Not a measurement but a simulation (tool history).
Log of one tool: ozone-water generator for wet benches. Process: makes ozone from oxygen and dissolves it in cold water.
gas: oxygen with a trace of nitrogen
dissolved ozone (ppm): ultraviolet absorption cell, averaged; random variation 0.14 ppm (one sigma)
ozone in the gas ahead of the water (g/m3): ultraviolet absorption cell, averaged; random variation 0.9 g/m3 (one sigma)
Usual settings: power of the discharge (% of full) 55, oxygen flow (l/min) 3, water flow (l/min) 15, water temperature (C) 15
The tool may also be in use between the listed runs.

| run | day | power of the discharge (% of full) | oxygen flow (l/min) | water flow (l/min) | water temperature (C) | dissolved ozone (ppm) | ozone in the gas ahead of the water (g/m3) |
|---|---|---|---|---|---|---|---|
| 1 | 0 | 55 | 3 | 15 | 15 | 15 | 145 |
| 2 | 4.433 | 55 | 3 | 15 | 15 | 15 | 145 |
| 3 | 9.104 | 55 | 3 | 15 | 15 | 15.3 | 146.2 |
| 4 | 12.838 | 55 | 3 | 20 | 15 | 11.1 | 143.9 |
| 5 | 17.971 | 55 | 3 | 15 | 15 | 15 | 145 |
| 6 | 24.279 | 55 | 5 | 15 | 15 | 15.3 | 109.9 |
| 7 | 31.046 | 55 | 3 | 15 | 7 | 16.1 | 144.6 |
| 8 | 35.904 | 55 | 3 | 15 | 20 | 13.6 | 144 |
| 9 | 39.304 | 55 | 3 | 15 | 15 | 14.9 | 144.2 |
| 10 | 46.154 | 55 | 3 | 15 | 15 | 14.5 | 142.9 |
| 11 | 50.896 | 55 | 3 | 15 | 15 | 14.6 | 144 |
| 12 | 57.725 | 55 | 3 | 15 | 15 | 14.5 | 142.5 |
| 13 | 62.725 | 55 | 3 | 15 | 15 | 14.6 | 143 |
| 14 | 67.858 | 55 | 3 | 15 | 15 | 14.4 | 140.9 |
| 15 | 75.404 | 55 | 3 | 15 | 15 | 14.3 | 143.2 |
| 16 | 79.262 | 55 | 3 | 15 | 15 | 14.5 | 141.8 |
| 17 | 86.438 | 55 | 3 | 15 | 15 | 14.3 | 141.6 |
| 18 | 94.083 | 77 | 1.78 | 20 | 15 | 11.8 | 232.2 |
| 19 | 98.929 | 71 | 1.78 | 20 | 15 | 11.2 | 219.7 |
| 20 | 105.642 | 70 | 1.79 | 10 | 9 | 24 | 215.3 |
| 21 | 112.929 | 56 | 3 | 15 | 15 | 14.1 | 140.9 |
| 22 | 118.821 | 55 | 3 | 21 | 15 | 9.9 | 138.3 |
| 23 | 122.892 | 55 | 3 | 21 | 15 | 9.9 | 140.5 |
| 24 | 129.55 | 55 | 3 | 21 | 15 | 9.8 | 138 |
| 25 | 134.338 | 55 | 1.59 | 21 | 15 | 8.3 | 194.1 |
| 26 | 139.112 | 55 | 1.59 | 21 | 15 | 8.2 | 193 |
| 27 | 142.296 | 55 | 1.59 | 21 | 15 | 8.2 | 192.4 |
| 28 | 149.275 | 79 | 1.59 | 23 | 15 | 9.4 | 245.2 |
|  | 153.225 | water thermometer calibrated |
| 29 | 153.225 | 75 | 5.07 | 17 | 22 | 13.9 | 127.8 |
| 30 | 157.112 | 75 | 5.07 | 17 | 22 | 14.2 | 129.9 |
| 31 | 161.738 | 55 | 4.94 | 15 | 11 | 14.9 | 105.2 |

Forecast run 32:
| 32 | 167.492 | 48 | 3 | 16 | 15 | ? | ? |

{"run 32": {"dissolved ozone (ppm)": 11.6, "ozone in the gas ahead of the water (g/m3)": 126}}
Without the tool's hidden state the same run would have given dissolved ozone (ppm) 13.4, ozone in the gas ahead of the water (g/m3) 135.5.
